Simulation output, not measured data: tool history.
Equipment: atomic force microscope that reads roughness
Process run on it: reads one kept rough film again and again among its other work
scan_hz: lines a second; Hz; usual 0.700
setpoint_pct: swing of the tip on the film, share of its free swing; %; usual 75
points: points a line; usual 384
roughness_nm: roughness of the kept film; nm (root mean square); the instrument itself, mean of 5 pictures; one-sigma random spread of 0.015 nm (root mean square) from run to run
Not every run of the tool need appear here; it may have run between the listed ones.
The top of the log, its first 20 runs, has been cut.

{"run": 21, "day": 10.817, "scan_hz": 0.7, "setpoint_pct": 75, "points": 384, "roughness_nm": 2.926}
{"run": 22, "day": 11.538, "scan_hz": 0.7, "setpoint_pct": 75, "points": 384, "roughness_nm": 2.806}
{"run": 23, "day": 12.258, "scan_hz": 0.7, "setpoint_pct": 75, "points": 384, "roughness_nm": 2.73}
{"run": 24, "day": 12.758, "scan_hz": 0.7, "setpoint_pct": 75, "points": 758, "roughness_nm": 2.706}
{"run": 25, "day": 13.142, "scan_hz": 0.7, "setpoint_pct": 75, "points": 758, "roughness_nm": 2.667}
{"run": 26, "day": 13.871, "scan_hz": 0.7, "setpoint_pct": 75, "points": 758, "roughness_nm": 2.578}
{"run": 27, "day": 14.279, "scan_hz": 1.202, "setpoint_pct": 75, "points": 257, "roughness_nm": 2.373}
{"day": 14.875, "done": "new tip fitted"}
{"run": 28, "day": 14.904, "scan_hz": 0.721, "setpoint_pct": 88, "points": 298, "roughness_nm": 3.292}
{"run": 29, "day": 15.583, "scan_hz": 2.724, "setpoint_pct": 88, "points": 298, "roughness_nm": 2.537}
{"run": 30, "day": 16.042, "scan_hz": 0.7, "setpoint_pct": 61, "points": 384, "roughness_nm": 3.328}
{"run": 31, "day": 16.683, "scan_hz": 0.7, "setpoint_pct": 90, "points": 384, "roughness_nm": 3.002}
{"run": 32, "day": 17.392, "scan_hz": 1.858, "setpoint_pct": 64, "points": 384, "roughness_nm": 2.968}

Run 33, settings as shown, results not yet in. Your forecast:
{"run": 33, "day": 18.075, "scan_hz": 1.858, "setpoint_pct": 64, "points": 384, "roughness_nm": "?"}

roughness_nm: 2.875 nm (root mean square)
Were there no unlogged condition in the tool, this run, its random variation unchanged, would have produced roughness_nm 3.433 nm (root mean square).
